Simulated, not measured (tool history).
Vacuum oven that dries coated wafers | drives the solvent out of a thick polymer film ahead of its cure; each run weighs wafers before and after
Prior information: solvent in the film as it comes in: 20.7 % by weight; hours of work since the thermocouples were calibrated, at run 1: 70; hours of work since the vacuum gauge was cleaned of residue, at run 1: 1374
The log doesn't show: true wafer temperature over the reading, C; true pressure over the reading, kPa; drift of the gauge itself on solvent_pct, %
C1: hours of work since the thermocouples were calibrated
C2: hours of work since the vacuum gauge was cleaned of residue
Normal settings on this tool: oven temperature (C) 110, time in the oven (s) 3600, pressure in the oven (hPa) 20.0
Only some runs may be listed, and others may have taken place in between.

run 1 hour=0.0 | oven_temperature_(C)=110 time_in_the_oven_(s)=3600 pressure_in_the_oven_(hPa)=20.0 | C1=70 C2=1374 | solvent_left_in_the_film_(%)=2.28
run 2 hour=64.6 | oven_temperature_(C)=110 time_in_the_oven_(s)=3600 pressure_in_the_oven_(hPa)=20.0 | C1=117 C2=1421 | solvent_left_in_the_film_(%)=2.28
run 3 hour=115.2 | oven_temperature_(C)=110 time_in_the_oven_(s)=3600 pressure_in_the_oven_(hPa)=20.0 | C1=154 C2=1458 | solvent_left_in_the_film_(%)=2.34
run 4 hour=194.1 | oven_temperature_(C)=110 time_in_the_oven_(s)=3600 pressure_in_the_oven_(hPa)=20.0 | C1=212 C2=1515 | solvent_left_in_the_film_(%)=2.31
run 5 hour=227.4 | oven_temperature_(C)=122 time_in_the_oven_(s)=3600 pressure_in_the_oven_(hPa)=20.0 | C1=236 C2=1539 | solvent_left_in_the_film_(%)=0.94
run 6 hour=274.6 | oven_temperature_(C)=122 time_in_the_oven_(s)=3600 pressure_in_the_oven_(hPa)=20.0 | C1=270 C2=1574 | solvent_left_in_the_film_(%)=0.94
run 7 hour=316.7 | oven_temperature_(C)=110 time_in_the_oven_(s)=3600 pressure_in_the_oven_(hPa)=36.6 | C1=301 C2=1604 | solvent_left_in_the_film_(%)=3.12
run 8 hour=392.9 | oven_temperature_(C)=110 time_in_the_oven_(s)=3600 pressure_in_the_oven_(hPa)=36.6 | C1=356 C2=1660 | solvent_left_in_the_film_(%)=3.10
run 9 hour=462.2 | oven_temperature_(C)=110 time_in_the_oven_(s)=3600 pressure_in_the_oven_(hPa)=36.6 | C1=407 C2=1710 | solvent_left_in_the_film_(%)=3.14
run 10 hour=523.0 | oven_temperature_(C)=110 time_in_the_oven_(s)=3600 pressure_in_the_oven_(hPa)=74.4 | C1=451 C2=1754 | solvent_left_in_the_film_(%)=4.90
run 11 hour=587.4 | oven_temperature_(C)=110 time_in_the_oven_(s)=2640 pressure_in_the_oven_(hPa)=74.4 | C1=498 C2=1801 | solvent_left_in_the_film_(%)=5.92
-- hour=636.3 vacuum gauge cleaned of residue and calibrated
run 12 hour=656.7 | oven_temperature_(C)=110 time_in_the_oven_(s)=3600 pressure_in_the_oven_(hPa)=55.7 | C1=547 C2=15 | solvent_left_in_the_film_(%)=4.03
run 13 hour=725.6 | oven_temperature_(C)=110 time_in_the_oven_(s)=3600 pressure_in_the_oven_(hPa)=55.7 | C1=597 C2=65 | solvent_left_in_the_film_(%)=4.02
run 14 hour=760.8 | oven_temperature_(C)=110 time_in_the_oven_(s)=3600 pressure_in_the_oven_(hPa)=55.7 | C1=623 C2=91 | solvent_left_in_the_film_(%)=4.02
run 15 hour=839.8 | oven_temperature_(C)=110 time_in_the_oven_(s)=3600 pressure_in_the_oven_(hPa)=55.7 | C1=680 C2=148 | solvent_left_in_the_film_(%)=4.02
run 16 hour=918.7 | oven_temperature_(C)=110 time_in_the_oven_(s)=3600 pressure_in_the_oven_(hPa)=20.0 | C1=738 C2=205 | solvent_left_in_the_film_(%)=2.26
-- hour=952.8 oven's thermocouples calibrated
run 17 hour=980.5 | oven_temperature_(C)=110 time_in_the_oven_(s)=3600 pressure_in_the_oven_(hPa)=20.0 | C1=20 C2=249 | solvent_left_in_the_film_(%)=2.27
run 18 hour=1052.1 | oven_temperature_(C)=110 time_in_the_oven_(s)=3600 pressure_in_the_oven_(hPa)=26.8 | C1=72 C2=301 | solvent_left_in_the_film_(%)=2.64
run 19 hour=1101.6 | oven_temperature_(C)=110 time_in_the_oven_(s)=3600 pressure_in_the_oven_(hPa)=26.8 | C1=108 C2=337 | solvent_left_in_the_film_(%)=2.60
run 20 hour=1156.8 | oven_temperature_(C)=110 time_in_the_oven_(s)=3600 pressure_in_the_oven_(hPa)=26.8 | C1=149 C2=377 | solvent_left_in_the_film_(%)=2.61
run 21 hour=1208.3 | oven_temperature_(C)=97 time_in_the_oven_(s)=3600 pressure_in_the_oven_(hPa)=20.0 | C1=186 C2=415 | solvent_left_in_the_film_(%)=5.22
run 22 hour=1289.4 | oven_temperature_(C)=110 time_in_the_oven_(s)=3480 pressure_in_the_oven_(hPa)=18.4 | C1=245 C2=474 | solvent_left_in_the_film_(%)=2.36
run 23 hour=1344.4 | oven_temperature_(C)=110 time_in_the_oven_(s)=3180 pressure_in_the_oven_(hPa)=14.1 | C1=285 C2=514 | solvent_left_in_the_film_(%)=2.48
run 24 hour=1393.9 | oven_temperature_(C)=110 time_in_the_oven_(s)=3720 pressure_in_the_oven_(hPa)=20.0 | C1=321 C2=550 | solvent_left_in_the_film_(%)=2.16
run 25 hour=1431.9 | oven_temperature_(C)=110 time_in_the_oven_(s)=5160 pressure_in_the_oven_(hPa)=41.5 | C1=349 C2=578 | solvent_left_in_the_film_(%)=2.54
run 26 hour=1501.3 | oven_temperature_(C)=110 time_in_the_oven_(s)=1800 pressure_in_the_oven_(hPa)=20.0 | C1=399 C2=628 | solvent_left_in_the_film_(%)=5.54
run 27 hour=1572.0 | oven_temperature_(C)=107 time_in_the_oven_(s)=4860 pressure_in_the_oven_(hPa)=69.7 | C1=451 C2=679 | solvent_left_in_the_film_(%)=4.63
run 28 hour=1613.6 | oven_temperature_(C)=107 time_in_the_oven_(s)=4860 pressure_in_the_oven_(hPa)=69.7 | C1=481 C2=710 | solvent_left_in_the_film_(%)=4.64
run 29 hour=1680.5 | oven_temperature_(C)=115 time_in_the_oven_(s)=4860 pressure_in_the_oven_(hPa)=69.7 | C1=530 C2=758 | solvent_left_in_the_film_(%)=3.25
run 30 hour=1716.0 | oven_temperature_(C)=120 time_in_the_oven_(s)=3600 pressure_in_the_oven_(hPa)=39.8 | C1=555 C2=784 | solvent_left_in_the_film_(%)=1.84
run 31 hour=1782.6 | oven_temperature_(C)=110 time_in_the_oven_(s)=3600 pressure_in_the_oven_(hPa)=66.0 | C1=604 C2=833 | solvent_left_in_the_film_(%)=4.50
run 32 hour=1842.3 | oven_temperature_(C)=110 time_in_the_oven_(s)=3600 pressure_in_the_oven_(hPa)=66.0 | C1=647 C2=876 | solvent_left_in_the_film_(%)=4.49
run 33 hour=1879.9 | oven_temperature_(C)=117 time_in_the_oven_(s)=5580 pressure_in_the_oven_(hPa)=32.0 | C1=675 C2=903 | solvent_left_in_the_film_(%)=1.36
run 34 hour=1918.6 | oven_temperature_(C)=116 time_in_the_oven_(s)=5520 pressure_in_the_oven_(hPa)=15.0 | C1=703 C2=932 | solvent_left_in_the_film_(%)=0.76
run 35 hour=1982.1 | oven_temperature_(C)=116 time_in_the_oven_(s)=5520 pressure_in_the_oven_(hPa)=15.0 | C1=749 C2=978 | solvent_left_in_the_film_(%)=0.78
-- hour=2005.0 oven's thermocouples calibrated
run 36 hour=2041.2 | oven_temperature_(C)=124 time_in_the_oven_(s)=3840 pressure_in_the_oven_(hPa)=12.1 | C1=26 C2=1019 | solvent_left_in_the_film_(%)=0.54
run 37 hour=2100.2 | oven_temperature_(C)=124 time_in_the_oven_(s)=3840 pressure_in_the_oven_(hPa)=12.1 | C1=69 C2=1062 | solvent_left_in_the_film_(%)=0.56
run 38 hour=2137.9 | oven_temperature_(C)=124 time_in_the_oven_(s)=3960 pressure_in_the_oven_(hPa)=47.9 | C1=97 C2=1090 | solvent_left_in_the_film_(%)=1.71
run 39 hour=2188.3 | oven_temperature_(C)=124 time_in_the_oven_(s)=5640 pressure_in_the_oven_(hPa)=13.2 | C1=133 C2=1126 | solvent_left_in_the_film_(%)=0.45
run 40 hour=2253.8 | oven_temperature_(C)=118 time_in_the_oven_(s)=3600 pressure_in_the_oven_(hPa)=20.0 | C1=181 C2=1174 | solvent_left_in_the_film_(%)=1.30

What differs in the tool's unlogged condition from the final listed run ahead of each entry between runs to the first listed run following it?
Run 11 -> run 12: vacuum gauge cleaned of residue and calibrated (hour 636.3)
  true pressure over the reading, kPa: 0.01 -> 0.001
Run 16 -> run 17: oven's thermocouples calibrated (hour 952.8)
  true wafer temperature over the reading, C: 0.02 -> 0.01
Run 35 -> run 36: oven's thermocouples calibrated (hour 2005.0)
  true wafer temperature over the reading, C: 0.04 -> 0
